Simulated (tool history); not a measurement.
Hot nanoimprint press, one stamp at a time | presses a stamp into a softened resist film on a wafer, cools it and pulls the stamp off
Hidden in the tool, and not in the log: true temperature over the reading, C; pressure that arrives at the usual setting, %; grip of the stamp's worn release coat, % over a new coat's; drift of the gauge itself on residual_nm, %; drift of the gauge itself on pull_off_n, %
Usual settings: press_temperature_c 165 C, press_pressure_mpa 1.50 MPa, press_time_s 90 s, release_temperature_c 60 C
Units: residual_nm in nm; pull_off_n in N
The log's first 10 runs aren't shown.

run	hour	press_temperature_c	press_pressure_mpa	press_time_s	release_temperature_c	hours of work since the thermocouple was calibrated	imprints on the stamp's release coat	hours of work since the press's seals were changed	residual_nm	pull_off_n
11	184.1	165	1.50	129	60	216	1301	280	268.4	211
12	202.7	166	1.50	90	60	227	1379	291	292.8	203
13	218.7	166	1.50	90	60	236	1446	300	293.3	219
14	244.2	166	1.50	90	60	250	1554	314	292.3	217
15	269.5	166	1.50	90	60	265	1660	328	293.9	212
16	291.3	166	1.50	90	60	277	1752	341	294.0	220
17	304.8	165	1.50	71	53	285	1808	348	324.9	243
18	321.2	162	2.22	114	53	294	1877	358	268.4	252
19	344.7	155	1.38	134	59	307	1976	371	371.8	221
20	366.0	173	1.91	72	59	319	2065	383	232.0	219
21	386.8	173	1.91	72	59	331	2153	395	232.3	220
22	411.7	173	1.91	72	59	345	2258	409	233.6	224
23	423.1	173	1.16	72	47	351	2305	415	281.8	284
24	438.6	176	1.16	72	47	360	2371	424	258.3	282
# hour 453.5: stamp cleaned and given a new release coat
25	460.3	162	1.02	58	67	369	28	433	402.9	174
26	474.4	162	1.02	58	67	377	88	441	406.8	175
27	492.5	165	1.72	90	60	387	164	451	289.2	208
28	504.6	169	1.72	132	60	394	215	458	221.1	212
29	529.0	164	0.96	143	53	408	317	471	315.0	247
30	552.9	164	2.34	143	53	421	417	485	227.4	256

3 ways to go on from here, each from the tool as it stands after run 30. What would each give?
A	569.2	165	1.50	179	62	430	486	494	?	?
B	569.2	165	1.50	167	47	430	486	494	?	?
C	569.2	174	2.34	143	49	430	486	494	?	?

run	residual_nm	pull_off_n
A	240.1	202
B	248.3	284
C	156.2	277
Without the tool's hidden state the same runs would have given:
run	residual_nm	pull_off_n
A	233.5	202
B	241.4	283
C	151.9	277
